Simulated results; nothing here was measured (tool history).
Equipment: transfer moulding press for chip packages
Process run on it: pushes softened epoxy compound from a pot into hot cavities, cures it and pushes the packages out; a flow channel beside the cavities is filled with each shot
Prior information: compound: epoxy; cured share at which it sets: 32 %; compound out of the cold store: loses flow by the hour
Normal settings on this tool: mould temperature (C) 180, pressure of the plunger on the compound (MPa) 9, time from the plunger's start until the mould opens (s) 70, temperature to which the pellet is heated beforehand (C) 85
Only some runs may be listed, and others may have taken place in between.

run    hour  mould temperature (C)  pressure of the plunger on the compound (MPa)  time from the plunger's start until the mould opens (s)  temperature to which the pellet is heated beforehand (C)  incoming compound's hours out of the cold store  length that the compound runs in the flow channel (mm)  greatest force on the pins that push the packages out (N)
  1       0                    180                                              9                                                       70                                                        85                                               18                                                     599                                                        463
  2    72.8                    180                                              9                                                       70                                                        85                                             34.5                                                     559                                                        487
  3   156.5                    180                                              9                                                       51                                                        85                                             33.7                                                     549                                                        706
  4   205.2                    180                                              9                                                       51                                                        85                                             22.7                                                     564                                                        557
  5   267.6                    180                                              9                                                       70                                                        85                                             29.1                                                     537                                                        257
  6     335                    180                                              9                                                       70                                                        85                                             27.1                                                     580                                                        285
  7   385.8                    180                                              9                                                       70                                                        85                                             17.6                                                     580                                                        466
  8   466.7                    180                                              9                                                       70                                                        85                                             34.6                                                     541                                                        319
  9   513.9                    177                                              9                                                       70                                                        85                                             20.7                                                     561                                                        594
 10     554                    177                                              9                                                       70                                                        85                                               48                                                     560                                                        494
 11   591.2                    180                                              9                                                       70                                                        94                                             38.3                                                     565                                                        292
 12   660.1                    180                                              9                                                       93                                                        85                                             43.4                                                     540                                                        245
 13     736                    180                                              9                                                       93                                                        85                                             13.8                                                     576                                                        288
 14   776.3                    180                                              9                                                       93                                                        94                                             23.5                                                     549                                                        206
 15   822.4                    184                                              9                                                       71                                                        85                                               13                                                     602                                                        353
 16   898.4                    180                                          10.62                                                       70                                                        90                                             32.9                                                     606                                                        287
 17   949.7                    180                                            7.4                                                       70                                                        91                                             31.7                                                     502                                                        466
 18  1010.4                    180                                            7.4                                                       70                                                        91                                             41.5                                                     491                                                        466
 19  1052.1                    187                                            7.4                                                       70                                                        84                                             17.8                                                     492                                                        321
 20  1095.2                    182                                           9.69                                                       70                                                        76                                             15.9                                                     628                                                        310
 21  1160.9                    185                                           8.48                                                       76                                                        75                                             47.8                                                     503                                                        257
 22  1202.7                    181                                           7.88                                                       70                                                        85                                             43.8                                                     503                                                        446
 23  1249.8                    181                                           7.88                                                       87                                                        95                                             11.8                                                     544                                                        315

Taken out of this log: 26 entries between the listed runs. Where each belongs, and how the hidden state differs across it:
Runs 1 to 2: cavities cleaned with cleaning compound and waxed (hour 20)
  true mould temperature over the reading, C: -0.79 -> -0.84; pressure that reaches the compound, % of what is set: 99.96 -> 94.82; grip of the stained cavities, % over clean ones': 64.1 -> 77.5
  what was measured, less what the result would be without the hidden state, length that the compound runs in the flow channel (mm): +3 -> -12; greatest force on the pins that push the packages out (N): +194 -> +228
Runs 2 to 3: cavities cleaned with cleaning compound and waxed (hour 79.2); mould's thermocouples calibrated (hour 98.7); cavities cleaned with cleaning compound and waxed (hour 141)
  true mould temperature over the reading, C: -0.84 -> 0.23; pressure that reaches the compound, % of what is set: 94.82 -> 89.5; grip of the stained cavities, % over clean ones': 77.5 -> 31.6
  what was measured, less what the result would be without the hidden state, length that the compound runs in the flow channel (mm): -12 -> -32; greatest force on the pins that push the packages out (N): +228 -> +162
Runs 3 to 4: cavities cleaned with cleaning compound and waxed (hour 205.2)
  true mould temperature over the reading, C: 0.23 -> 0.2; pressure that reaches the compound, % of what is set: 89.5 -> 86.24; grip of the stained cavities, % over clean ones': 31.6 -> 1.4
  what was measured, less what the result would be without the hidden state, length that the compound runs in the flow channel (mm): -32 -> -43; greatest force on the pins that push the packages out (N): +162 -> +1
Runs 4 to 5: cavities cleaned with cleaning compound and waxed (hour 267.6)
  true mould temperature over the reading, C: 0.2 -> 0.16; pressure that reaches the compound, % of what is set: 86.24 -> 81.78; grip of the stained cavities, % over clean ones': 1.4 -> 3.2
  what was measured, less what the result would be without the hidden state, length that the compound runs in the flow channel (mm): -43 -> -57; greatest force on the pins that push the packages out (N): +1 -> +5
Runs 5 to 6: plunger's sealing rings changed (hour 274.8); cavities cleaned with cleaning compound and waxed (hour 329.5)
  true mould temperature over the reading, C: 0.16 -> 0.11; pressure that reaches the compound, % of what is set: 81.78 -> 96.06; grip of the stained cavities, % over clean ones': 3.2 -> 12.1
  what was measured, less what the result would be without the hidden state, length that the compound runs in the flow channel (mm): -57 -> -12; greatest force on the pins that push the packages out (N): +5 -> +29
Runs 7 to 8: cavities cleaned with cleaning compound and waxed (hour 390.6); cavities cleaned with cleaning compound and waxed (hour 456.3)
  true mould temperature over the reading, C: 0.07 -> 0.01; pressure that reaches the compound, % of what is set: 92.36 -> 86.69; grip of the stained cavities, % over clean ones': 78.4 -> 25.8
  what was measured, less what the result would be without the hidden state, length that the compound runs in the flow channel (mm): -24 -> -40; greatest force on the pins that push the packages out (N): +205 -> +65
Runs 9 to 10: cavities cleaned with cleaning compound and waxed (hour 521.2); plunger's sealing rings changed (hour 544.3)
  true mould temperature over the reading, C: -0.02 -> -0.05; pressure that reaches the compound, % of what is set: 83.18 -> 99.23; grip of the stained cavities, % over clean ones': 79 -> 56.2
  what was measured, less what the result would be without the hidden state, length that the compound runs in the flow channel (mm): -53 -> -2; greatest force on the pins that push the packages out (N): +262 -> +180
Runs 10 to 11: cavities cleaned with cleaning compound and waxed (hour 584.1)
  true mould temperature over the reading, C: -0.05 -> -0.07; pressure that reaches the compound, % of what is set: 99.23 -> 96.72; grip of the stained cavities, % over clean ones': 56.2 -> 14.3
  what was measured, less what the result would be without the hidden state, length that the compound runs in the flow channel (mm): -2 -> -10; greatest force on the pins that push the packages out (N): +180 -> +38
Runs 11 to 12: cavities cleaned with cleaning compound and waxed (hour 646.2)
  true mould temperature over the reading, C: -0.07 -> -0.12; pressure that reaches the compound, % of what is set: 96.72 -> 92.14; grip of the stained cavities, % over clean ones': 14.3 -> 29.5
  what was measured, less what the result would be without the hidden state, length that the compound runs in the flow channel (mm): -10 -> -23; greatest force on the pins that push the packages out (N): +38 -> +56
Runs 12 to 13: cavities cleaned with cleaning compound and waxed (hour 709.6)
  true mould temperature over the reading, C: -0.12 -> -0.18; pressure that reaches the compound, % of what is set: 92.14 -> 87.13; grip of the stained cavities, % over clean ones': 29.5 -> 47
  what was measured, less what the result would be without the hidden state, length that the compound runs in the flow channel (mm): -23 -> -40; greatest force on the pins that push the packages out (N): +56 -> +93
Runs 13 to 14: cavities cleaned with cleaning compound and waxed (hour 773.4)
  true mould temperature over the reading, C: -0.18 -> -0.21; pressure that reaches the compound, % of what is set: 87.13 -> 84.42; grip of the stained cavities, % over clean ones': 47 -> 7.6
  what was measured, less what the result would be without the hidden state, length that the compound runs in the flow channel (mm): -40 -> -48; greatest force on the pins that push the packages out (N): +93 -> +15
Runs 14 to 15: plunger's sealing rings changed (hour 814.2)
  true mould temperature over the reading, C: -0.21 -> -0.24; pressure that reaches the compound, % of what is set: 84.42 -> 99.18; grip of the stained cavities, % over clean ones': 7.6 -> 71.9
  what was measured, less what the result would be without the hidden state, length that the compound runs in the flow channel (mm): -48 -> -2; greatest force on the pins that push the packages out (N): +15 -> +147
Runs 15 to 16: cavities cleaned with cleaning compound and waxed (hour 835.1); cavities cleaned with cleaning compound and waxed (hour 894.3)
  true mould temperature over the reading, C: -0.24 -> -0.29; pressure that reaches the compound, % of what is set: 99.18 -> 94.15; grip of the stained cavities, % over clean ones': 71.9 -> 9.6
  what was measured, less what the result would be without the hidden state, length that the compound runs in the flow channel (mm): -2 -> -18; greatest force on the pins that push the packages out (N): +147 -> +30
Runs 17 to 18: cavities cleaned with cleaning compound and waxed (hour 958.4)
  true mould temperature over the reading, C: -0.33 -> -0.37; pressure that reaches the compound, % of what is set: 90.78 -> 86.96; grip of the stained cavities, % over clean ones': 76.9 -> 79.9
  what was measured, less what the result would be without the hidden state, length that the compound runs in the flow channel (mm): -24 -> -34; greatest force on the pins that push the packages out (N): +208 -> +213
Runs 18 to 19: cavities cleaned with cleaning compound and waxed (hour 1018.3)
  true mould temperature over the reading, C: -0.37 -> -0.4; pressure that reaches the compound, % of what is set: 86.96 -> 83.86; grip of the stained cavities, % over clean ones': 79.9 -> 61.3
  what was measured, less what the result would be without the hidden state, length that the compound runs in the flow channel (mm): -34 -> -44; greatest force on the pins that push the packages out (N): +213 -> +124
Runs 19 to 20: cavities cleaned with cleaning compound and waxed (hour 1081.8); plunger's sealing rings changed (hour 1091.7)
  true mould temperature over the reading, C: -0.4 -> -0.42; pressure that reaches the compound, % of what is set: 83.86 -> 99.55; grip of the stained cavities, % over clean ones': 61.3 -> 22.5
  what was measured, less what the result would be without the hidden state, length that the compound runs in the flow channel (mm): -44 -> +0; greatest force on the pins that push the packages out (N): +124 -> +63
Runs 20 to 21: mould's thermocouples calibrated (hour 1103.6); cavities cleaned with cleaning compound and waxed (hour 1147.1)
  true mould temperature over the reading, C: -0.42 -> -0.34; pressure that reaches the compound, % of what is set: 99.55 -> 95.16; grip of the stained cavities, % over clean ones': 22.5 -> 29.2
  what was measured, less what the result would be without the hidden state, length that the compound runs in the flow channel (mm): +0 -> -12; greatest force on the pins that push the packages out (N): +63 -> +60
Runs 22 to 23: cavities cleaned with cleaning compound and waxed (hour 1210.2)
  true mould temperature over the reading, C: -0.37 -> -0.4; pressure that reaches the compound, % of what is set: 92.15 -> 88.75; grip of the stained cavities, % over clean ones': 79.5 -> 67.7
  what was measured, less what the result would be without the hidden state, length that the compound runs in the flow channel (mm): -20 -> -32; greatest force on the pins that push the packages out (N): +200 -> +129
